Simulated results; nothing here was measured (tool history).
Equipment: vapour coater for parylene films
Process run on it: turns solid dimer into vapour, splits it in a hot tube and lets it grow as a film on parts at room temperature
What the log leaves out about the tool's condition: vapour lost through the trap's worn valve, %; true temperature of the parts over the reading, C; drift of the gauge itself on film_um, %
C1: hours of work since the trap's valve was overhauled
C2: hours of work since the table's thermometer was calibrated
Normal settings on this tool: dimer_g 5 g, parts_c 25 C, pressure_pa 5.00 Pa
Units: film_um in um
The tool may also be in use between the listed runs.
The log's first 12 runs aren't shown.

Run 13, hour 579.7: usual settings but pressure_pa 2.26 Pa; C1 94; C2 1179. Result: film_um 0.94 um.
Run 14, hour 648.5: usual settings but pressure_pa 2.26 Pa; C1 151; C2 1236. Result: film_um 0.91 um.
Run 15, hour 690.5: usual settings but dimer_g 6 g, pressure_pa 2.26 Pa; C1 186; C2 1271. Result: film_um 1.09 um.
Run 16, hour 748.8: usual settings but dimer_g 6 g, pressure_pa 2.26 Pa; C1 235; C2 1320. Result: film_um 1.10 um.
Run 17, hour 795.1: usual settings but dimer_g 6 g, pressure_pa 2.26 Pa; C1 274; C2 1359. Result: film_um 1.08 um.
Run 18, hour 850.2: usual settings; C1 320; C2 1405. Result: film_um 0.86 um.
Run 19, hour 880.5: usual settings; C1 345; C2 1430. Result: film_um 0.86 um.
Run 20, hour 940.7: usual settings; C1 395; C2 1480. Result: film_um 0.83 um.
At hour 984.2: trap's valve overhauled.
Run 21, hour 984.2: usual settings; C1 0; C2 1513. Result: film_um 0.90 um.

Estimate the outcome of run 22 from the log above:
Run 22, hour 1033.5: usual settings but dimer_g 4 g; C1 41; C2 1554. Result: film_um ?.

Run 22 gave film_um 0.71 um.
Take away the tool's hidden state, keep the run-to-run variation as it was, and the same run would have given film_um 0.70 um.

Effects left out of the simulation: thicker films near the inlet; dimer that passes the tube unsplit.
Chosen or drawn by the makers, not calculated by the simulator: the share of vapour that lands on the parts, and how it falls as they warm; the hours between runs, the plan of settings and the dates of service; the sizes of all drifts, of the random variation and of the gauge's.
